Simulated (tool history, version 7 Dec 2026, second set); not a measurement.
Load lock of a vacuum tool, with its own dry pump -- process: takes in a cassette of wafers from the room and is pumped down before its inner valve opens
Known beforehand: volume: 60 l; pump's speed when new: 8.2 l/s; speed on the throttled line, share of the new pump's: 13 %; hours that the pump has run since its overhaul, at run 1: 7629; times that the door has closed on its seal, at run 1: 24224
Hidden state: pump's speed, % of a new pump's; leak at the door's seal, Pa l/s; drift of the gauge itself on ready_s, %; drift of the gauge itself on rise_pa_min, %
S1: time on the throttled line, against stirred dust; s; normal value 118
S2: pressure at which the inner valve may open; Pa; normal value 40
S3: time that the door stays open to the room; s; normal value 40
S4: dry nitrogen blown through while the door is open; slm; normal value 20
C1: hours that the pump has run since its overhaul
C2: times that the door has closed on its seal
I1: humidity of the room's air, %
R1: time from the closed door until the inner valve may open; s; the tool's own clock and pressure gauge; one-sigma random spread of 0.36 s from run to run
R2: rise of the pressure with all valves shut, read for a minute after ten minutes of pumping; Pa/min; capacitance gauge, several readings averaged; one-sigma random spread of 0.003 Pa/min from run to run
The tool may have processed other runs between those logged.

Run 1, hour 0.0: usual settings; C1 7629; C2 24224; I1 47.3. Result: R1 163.4 s, R2 0.085 Pa/min.
Run 2, hour 118.5: usual settings but S2 48 Pa; C1 7748; C2 24631; I1 48.3. Result: R1 162.1 s, R2 0.079 Pa/min.
Run 3, hour 328.2: usual settings but S2 48 Pa; C1 7957; C2 25351; I1 44.5. Result: R1 162.1 s, R2 0.081 Pa/min.
Run 4, hour 473.1: usual settings but S3 33 s; C1 8102; C2 25849; I1 43.9. Result: R1 164.3 s, R2 0.085 Pa/min.
Run 5, hour 646.4: usual settings; C1 8276; C2 26445; I1 43.2. Result: R1 163.9 s, R2 0.086 Pa/min.
Run 6, hour 808.2: usual settings but S3 80 s; C1 8437; C2 27001; I1 41.6. Result: R1 163.8 s, R2 0.095 Pa/min.
Run 7, hour 1020.6: usual settings; C1 8650; C2 27730; I1 44.4. Result: R1 164.5 s, R2 0.089 Pa/min.
Run 8, hour 1223.8: usual settings; C1 8853; C2 28428; I1 43.8. Result: R1 164.3 s, R2 0.096 Pa/min.
Run 9, hour 1376.5: usual settings; C1 9006; C2 28953; I1 46.7. Result: R1 164.6 s, R2 0.098 Pa/min.
Run 10, hour 1502.7: usual settings but S3 39 s; C1 9132; C2 29387; I1 42.2. Result: R1 164.8 s, R2 0.101 Pa/min.
Run 11, hour 1698.9: usual settings but S3 39 s; C1 9328; C2 30061; I1 46.2. Result: R1 164.8 s, R2 0.106 Pa/min.
Run 12, hour 1846.3: usual settings but S3 39 s; C1 9475; C2 30567; I1 44.7. Result: R1 164.8 s, R2 0.104 Pa/min.
Run 13, hour 2028.1: usual settings but S2 68 Pa, S3 127 s; C1 9657; C2 31192; I1 44.7. Result: R1 160.5 s, R2 0.119 Pa/min.
Run 14, hour 2120.6: usual settings but S1 61 s, S2 49 Pa, S3 83 s, S4 12 slm; C1 9750; C2 31510; I1 43.3. Result: R1 114.9 s, R2 0.119 Pa/min.
Run 15, hour 2298.8: usual settings but S1 169 s, S2 30 Pa, S3 107 s, S4 7 slm; C1 9928; C2 32122; I1 45.4. Result: R1 210.7 s, R2 0.141 Pa/min.
Run 16, hour 2477.3: usual settings but S1 169 s, S2 30 Pa, S3 107 s, S4 7 slm; C1 10106; C2 32735; I1 45.7. Result: R1 210.7 s, R2 0.146 Pa/min.
Run 17, hour 2687.2: usual settings but S1 68 s, S2 66 Pa, S3 100 s, S4 13 slm; C1 10316; C2 33457; I1 44.7. Result: R1 118.6 s, R2 0.136 Pa/min.
Run 18, hour 2884.4: usual settings but S1 68 s, S2 66 Pa, S3 100 s, S4 13 slm; C1 10514; C2 34134; I1 41.5. Result: R1 118.0 s, R2 0.133 Pa/min.
Run 19, hour 2997.9: usual settings but S1 115 s, S4 5 slm; C1 10627; C2 34524; I1 40.6. Result: R1 162.6 s, R2 0.126 Pa/min.
At hour 3061.9: dry pump taken out, an overhauled one fitted.
Run 20, hour 3104.7: usual settings but S1 145 s, S2 28 Pa, S3 183 s; C1 43; C2 34870; I1 46.2. Result: R1 186.2 s, R2 0.140 Pa/min.
Run 21, hour 3219.5: usual settings but S1 64 s, S2 35 Pa; C1 158; C2 35265; I1 44.2. Result: R1 113.7 s, R2 0.127 Pa/min.
Run 22, hour 3401.0: usual settings but S1 153 s, S2 46 Pa, S3 91 s, S4 15 slm; C1 339; C2 35888; I1 43.9. Result: R1 189.1 s, R2 0.141 Pa/min.
Run 23, hour 3615.3: usual settings but S1 153 s, S2 46 Pa, S3 91 s, S4 15 slm; C1 553; C2 36625; I1 43.8. Result: R1 189.7 s, R2 0.145 Pa/min.

Here are 3 independent what-if runs from the current tool condition. What would each one return?
Run A, hour 3804.4: usual settings but S1 63 s, S3 75 s, S4 4 slm; C1 742; C2 37274; I1 43.8. Result: R1 ?, R2 ?.
Run B, hour 3804.4: usual settings but S1 149 s, S2 68 Pa, S3 91 s, S4 6 slm; C1 742; C2 37274; I1 44.8. Result: R1 ?, R2 ?.
Run C, hour 3804.4: usual settings but S2 43 Pa, S4 27 slm; C1 742; C2 37274; I1 43.6. Result: R1 ?, R2 ?.

run     R1     R2
  A  112.3  0.171
  B  182.6  0.164
  C  159.9  0.139
With no hidden state in the tool, these same runs would have given:
run     R1     R2
  A  112.4  0.044
  B  182.7  0.041
  C  160.0  0.014
